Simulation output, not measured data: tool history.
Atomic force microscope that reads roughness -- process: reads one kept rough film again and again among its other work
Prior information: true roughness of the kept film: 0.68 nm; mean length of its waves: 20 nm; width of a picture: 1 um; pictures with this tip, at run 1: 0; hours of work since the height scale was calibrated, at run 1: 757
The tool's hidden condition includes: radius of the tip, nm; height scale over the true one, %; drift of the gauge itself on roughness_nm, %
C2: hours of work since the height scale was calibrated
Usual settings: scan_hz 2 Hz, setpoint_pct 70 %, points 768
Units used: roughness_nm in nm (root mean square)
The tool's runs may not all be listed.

Run 1, day 0: usual settings; pictures with this tip 0; C2 757. Result: roughness_nm 0.578 nm (root mean square).
Run 2, day 2.133: usual settings but setpoint_pct 85 %; pictures with this tip 37; C2 778. Result: roughness_nm 0.479 nm (root mean square).
At day 3.683: new tip fitted.
Run 3, day 3.683: usual settings but points 533; pictures with this tip 0; C2 793. Result: roughness_nm 0.572 nm (root mean square).
Run 4, day 5.108: usual settings but points 533; pictures with this tip 25; C2 807. Result: roughness_nm 0.537 nm (root mean square).
Run 5, day 6.904: usual settings but setpoint_pct 69 %; pictures with this tip 57; C2 825. Result: roughness_nm 0.502 nm (root mean square).
At day 7.429: new tip fitted.
Run 6, day 9.346: usual settings; pictures with this tip 33; C2 849. Result: roughness_nm 0.521 nm (root mean square).
At day 11.146: new tip fitted.
Run 7, day 11.225: usual settings; pictures with this tip 2; C2 867. Result: roughness_nm 0.577 nm (root mean square).
Run 8, day 13.783: usual settings; pictures with this tip 47; C2 892. Result: roughness_nm 0.505 nm (root mean square).
At day 14.767: new tip fitted.
Run 9, day 15.512: usual settings but setpoint_pct 57 %; pictures with this tip 13; C2 909. Result: roughness_nm 0.585 nm (root mean square).
Run 10, day 16.908: usual settings but setpoint_pct 57 %; pictures with this tip 37; C2 923. Result: roughness_nm 0.541 nm (root mean square).
At day 18.533: new tip fitted.
Run 11, day 19.496: usual settings but scan_hz 0.71 Hz; pictures with this tip 17; C2 948. Result: roughness_nm 0.57 nm (root mean square).
Run 12, day 21.017: usual settings but scan_hz 0.71 Hz; pictures with this tip 44; C2 963. Result: roughness_nm 0.534 nm (root mean square).
At day 22.258: new tip fitted.
Run 13, day 22.362: usual settings but points 993; pictures with this tip 2; C2 976. Result: roughness_nm 0.577 nm (root mean square).
Run 14, day 24.15: usual settings but points 993; pictures with this tip 34; C2 994. Result: roughness_nm 0.527 nm (root mean square).
Run 15, day 25.483: usual settings but points 993; pictures with this tip 57; C2 1007. Result: roughness_nm 0.494 nm (root mean square).
At day 26.042: new tip fitted.
Run 16, day 27.342: usual settings but points 897; pictures with this tip 23; C2 1025. Result: roughness_nm 0.541 nm (root mean square).
Run 17, day 29.596: usual settings but points 897; pictures with this tip 63; C2 1047. Result: roughness_nm 0.478 nm (root mean square).
At day 29.775: new tip fitted.
Run 18, day 30.95: usual settings but setpoint_pct 60 %; pictures with this tip 20; C2 1060. Result: roughness_nm 0.568 nm (root mean square).
Run 19, day 32.762: usual settings but setpoint_pct 60 %; pictures with this tip 52; C2 1078. Result: roughness_nm 0.525 nm (root mean square).
At day 33.475: new tip fitted.
Run 20, day 34.45: usual settings but setpoint_pct 60 %; pictures with this tip 17; C2 1095. Result: roughness_nm 0.57 nm (root mean square).
Run 21, day 36.338: usual settings but setpoint_pct 60 %; pictures with this tip 50; C2 1113. Result: roughness_nm 0.519 nm (root mean square).
At day 37.146: new tip fitted.
Run 22, day 37.85: usual settings; pictures with this tip 12; C2 1128. Result: roughness_nm 0.552 nm (root mean square).
Run 23, day 40.367: usual settings; pictures with this tip 57; C2 1153. Result: roughness_nm 0.49 nm (root mean square).
At day 40.792: new tip fitted.
Run 24, day 41.888: usual settings but scan_hz 0.58 Hz; pictures with this tip 19; C2 1167. Result: roughness_nm 0.581 nm (root mean square).
Run 25, day 44.308: usual settings but scan_hz 0.58 Hz; pictures with this tip 61; C2 1191. Result: roughness_nm 0.524 nm (root mean square).
At day 44.562: new tip fitted.
Run 26, day 46.846: usual settings but scan_hz 0.58 Hz, points 373; pictures with this tip 40; C2 1216. Result: roughness_nm 0.545 nm (root mean square).
Run 27, day 47.971: usual settings but scan_hz 0.65 Hz, setpoint_pct 76 %, points 708; pictures with this tip 59; C2 1227. Result: roughness_nm 0.515 nm (root mean square).
At day 48.35: new tip fitted.
Run 28, day 49.146: usual settings but scan_hz 0.65 Hz, setpoint_pct 87 %, points 869; pictures with this tip 14; C2 1238. Result: roughness_nm 0.562 nm (root mean square).
Run 29, day 50.583: usual settings but scan_hz 3.37 Hz, setpoint_pct 87 %, points 975; pictures with this tip 39; C2 1253. Result: roughness_nm 0.431 nm (root mean square).
At day 52.15: new tip fitted.
Run 30, day 52.321: usual settings but scan_hz 3.37 Hz, setpoint_pct 87 %, points 975; pictures with this tip 3; C2 1269. Result: roughness_nm 0.469 nm (root mean square).
Run 31, day 54.85: usual settings but scan_hz 3.37 Hz, setpoint_pct 87 %, points 975; pictures with this tip 47; C2 1294. Result: roughness_nm 0.411 nm (root mean square).
At day 55.821: new tip fitted.
Run 32, day 56.75: usual settings but scan_hz 3.37 Hz, setpoint_pct 87 %, points 975; pictures with this tip 16; C2 1313. Result: roughness_nm 0.45 nm (root mean square).
Run 33, day 57.962: usual settings but scan_hz 3.37 Hz, setpoint_pct 87 %, points 975; pictures with this tip 38; C2 1325. Result: roughness_nm 0.431 nm (root mean square).
At day 58.158: height scale calibrated on a step standard.
At day 59.729: new tip fitted.
Run 34, day 60.108: usual settings but scan_hz 3.37 Hz, setpoint_pct 86 %, points 378; pictures with this tip 7; C2 19. Result: roughness_nm 0.456 nm (root mean square).
At day 61.908: height scale calibrated on a step standard, once more.
Run 35, day 62.238: usual settings but scan_hz 3.37 Hz, setpoint_pct 86 %, points 378; pictures with this tip 44; C2 3. Result: roughness_nm 0.423 nm (root mean square).
At day 63.417: new tip fitted.
Run 36, day 64.604: usual settings but scan_hz 3.37 Hz, setpoint_pct 86 %, points 378; pictures with this tip 21; C2 26. Result: roughness_nm 0.453 nm (root mean square).
Run 37, day 67: usual settings but scan_hz 1.2 Hz, setpoint_pct 86 %, points 744; pictures with this tip 63; C2 50. Result: roughness_nm 0.482 nm (root mean square).
At day 67.129: new tip fitted.
Run 38, day 69.525: usual settings but scan_hz 1.08 Hz, setpoint_pct 72 %; pictures with this tip 42; C2 75. Result: roughness_nm 0.537 nm (root mean square).
At day 70.858: new tip fitted.
Run 39, day 71.896: usual settings but scan_hz 1.2 Hz, points 326; pictures with this tip 18; C2 98. Result: roughness_nm 0.565 nm (root mean square).
Run 40, day 73.204: usual settings but scan_hz 1.2 Hz, points 326; pictures with this tip 41; C2 111. Result: roughness_nm 0.538 nm (root mean square).
At day 74.642: new tip fitted.
Run 41, day 74.642: usual settings but scan_hz 0.58 Hz; pictures with this tip 0; C2 124. Result: roughness_nm 0.621 nm (root mean square).
Run 42, day 75.875: usual settings but scan_hz 1.07 Hz, setpoint_pct 61 %, points 589; pictures with this tip 22; C2 137. Result: roughness_nm 0.565 nm (root mean square).
Run 43, day 78.029: usual settings but scan_hz 1.07 Hz, setpoint_pct 61 %, points 589; pictures with this tip 59; C2 158. Result: roughness_nm 0.527 nm (root mean square).
At day 78.438: new tip fitted.
Run 44, day 79.175: usual settings but scan_hz 1.07 Hz, setpoint_pct 61 %, points 589; pictures with this tip 13; C2 169. Result: roughness_nm 0.597 nm (root mean square).
Run 45, day 80.512: usual settings but scan_hz 1.07 Hz, setpoint_pct 61 %, points 589; pictures with this tip 37; C2 182. Result: roughness_nm 0.56 nm (root mean square).
At day 82.238: new tip fitted.
Run 46, day 82.404: usual settings but scan_hz 1.1 Hz; pictures with this tip 2; C2 200. Result: roughness_nm 0.6 nm (root mean square).
Run 47, day 83.796: usual settings but scan_hz 1.1 Hz; pictures with this tip 27; C2 214. Result: roughness_nm 0.56 nm (root mean square).
At day 85.921: new tip fitted.
Run 48, day 86.196: usual settings but scan_hz 1.03 Hz, setpoint_pct 68 %, points 692; pictures with this tip 5; C2 238. Result: roughness_nm 0.599 nm (root mean square).

Consider 4 possible next runs. They are alternatives, not a sequence: every one starts from the tool as it was left by run 48. What does each give?
Run A, day 88.104: usual settings but scan_hz 1.03 Hz, setpoint_pct 65 %, points 692; pictures with this tip 38; C2 256. Result: roughness_nm ?.
Run B, day 88.104: usual settings but scan_hz 0.66 Hz, setpoint_pct 83 %, points 377; pictures with this tip 38; C2 256. Result: roughness_nm ?.
Run C, day 88.104: usual settings but scan_hz 1.03 Hz, setpoint_pct 68 %, points 985; pictures with this tip 38; C2 256. Result: roughness_nm ?.
Run D, day 88.104: usual settings but scan_hz 3.74 Hz; pictures with this tip 38; C2 256. Result: roughness_nm ?.

run  roughness_nm
  A         0.548
  B         0.527
  C         0.547
  D         0.497
Had the tool no hidden state, the same runs would have come out as:
run  roughness_nm
  A         0.612
  B         0.589
  C         0.611
  D         0.554
